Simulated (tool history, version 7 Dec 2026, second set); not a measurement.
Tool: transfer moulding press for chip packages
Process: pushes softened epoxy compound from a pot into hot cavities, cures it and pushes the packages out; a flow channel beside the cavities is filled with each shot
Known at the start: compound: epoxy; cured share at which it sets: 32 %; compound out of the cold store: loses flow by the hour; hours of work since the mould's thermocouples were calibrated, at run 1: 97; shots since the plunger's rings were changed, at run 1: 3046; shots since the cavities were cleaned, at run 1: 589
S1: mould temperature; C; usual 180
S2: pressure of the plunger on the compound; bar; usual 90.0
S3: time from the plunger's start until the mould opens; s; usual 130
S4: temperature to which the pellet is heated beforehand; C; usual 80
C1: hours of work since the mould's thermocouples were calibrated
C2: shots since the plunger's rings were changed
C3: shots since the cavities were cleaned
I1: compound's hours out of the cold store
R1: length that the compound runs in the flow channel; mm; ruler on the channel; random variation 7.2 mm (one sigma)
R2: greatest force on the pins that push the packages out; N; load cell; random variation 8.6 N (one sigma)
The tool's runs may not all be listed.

run 1 hour=0.0 | S1=180 S2=90.0 S3=130 S4=80 | C1=97 C2=3046 C3=589 | I1=9.7 | R1=888 R2=519
run 2 hour=6.6 | S1=180 S2=90.0 S3=130 S4=80 | C1=101 C2=3103 C3=646 | I1=22.2 | R1=864 R2=548
run 3 hour=14.6 | S1=180 S2=90.0 S3=130 S4=80 | C1=105 C2=3170 C3=713 | I1=32.8 | R1=827 R2=539
run 4 hour=24.9 | S1=180 S2=90.0 S3=130 S4=80 | C1=111 C2=3257 C3=800 | I1=8.7 | R1=895 R2=564
run 5 hour=30.2 | S1=180 S2=90.0 S3=130 S4=80 | C1=114 C2=3302 C3=845 | I1=42.6 | R1=801 R2=549
-- hour=35.2 plunger's sealing rings changed
run 6 hour=43.4 | S1=180 S2=90.0 S3=130 S4=80 | C1=120 C2=69 C3=936 | I1=27.9 | R1=890 R2=570
-- hour=45.8 cavities cleaned with cleaning compound and waxed
run 7 hour=54.8 | S1=184 S2=90.0 S3=130 S4=80 | C1=125 C2=153 C3=76 | I1=38.7 | R1=852 R2=628
run 8 hour=63.1 | S1=180 S2=90.0 S3=131 S4=80 | C1=130 C2=223 C3=146 | I1=11.5 | R1=938 R2=645
run 9 hour=70.8 | S1=180 S2=90.0 S3=131 S4=80 | C1=134 C2=289 C3=212 | I1=25.3 | R1=904 R2=619
run 10 hour=78.0 | S1=180 S2=84.6 S3=130 S4=80 | C1=138 C2=349 C3=272 | I1=43.1 | R1=832 R2=664
run 11 hour=85.0 | S1=177 S2=86.2 S3=149 S4=80 | C1=142 C2=409 C3=332 | I1=38.5 | R1=855 R2=628
-- hour=90.3 cavities cleaned with cleaning compound and waxed, once more
run 12 hour=97.6 | S1=177 S2=78.4 S3=122 S4=80 | C1=148 C2=503 C3=61 | I1=14.7 | R1=880 R2=476
run 13 hour=104.1 | S1=177 S2=78.4 S3=122 S4=80 | C1=152 C2=558 C3=116 | I1=15.5 | R1=867 R2=504
run 14 hour=113.2 | S1=180 S2=90.0 S3=125 S4=80 | C1=157 C2=636 C3=194 | I1=9.7 | R1=941 R2=462
run 15 hour=118.1 | S1=180 S2=90.0 S3=134 S4=77 | C1=159 C2=677 C3=235 | I1=30.9 | R1=878 R2=433
run 16 hour=122.9 | S1=180 S2=90.0 S3=134 S4=77 | C1=162 C2=717 C3=275 | I1=18.1 | R1=924 R2=454

Forecast each of these 3 alternatives for the next run:
run A hour=131.9 | S1=174 S2=90.0 S3=130 S4=80 | C1=167 C2=794 C3=352 | I1=14.5 | R1=? R2=?
run B hour=131.9 | S1=180 S2=83.5 S3=147 S4=89 | C1=167 C2=794 C3=352 | I1=18.7 | R1=? R2=?
run C hour=131.9 | S1=180 S2=90.0 S3=163 S4=70 | C1=167 C2=794 C3=352 | I1=30.0 | R1=? R2=?

run=A R1=961 R2=623
run=B R1=884 R2=439
run=C R1=892 R2=432
Without the tool's hidden state the same runs would have given:
run=A R1=974 R2=493
run=B R1=896 R2=351
run=C R1=904 R2=345

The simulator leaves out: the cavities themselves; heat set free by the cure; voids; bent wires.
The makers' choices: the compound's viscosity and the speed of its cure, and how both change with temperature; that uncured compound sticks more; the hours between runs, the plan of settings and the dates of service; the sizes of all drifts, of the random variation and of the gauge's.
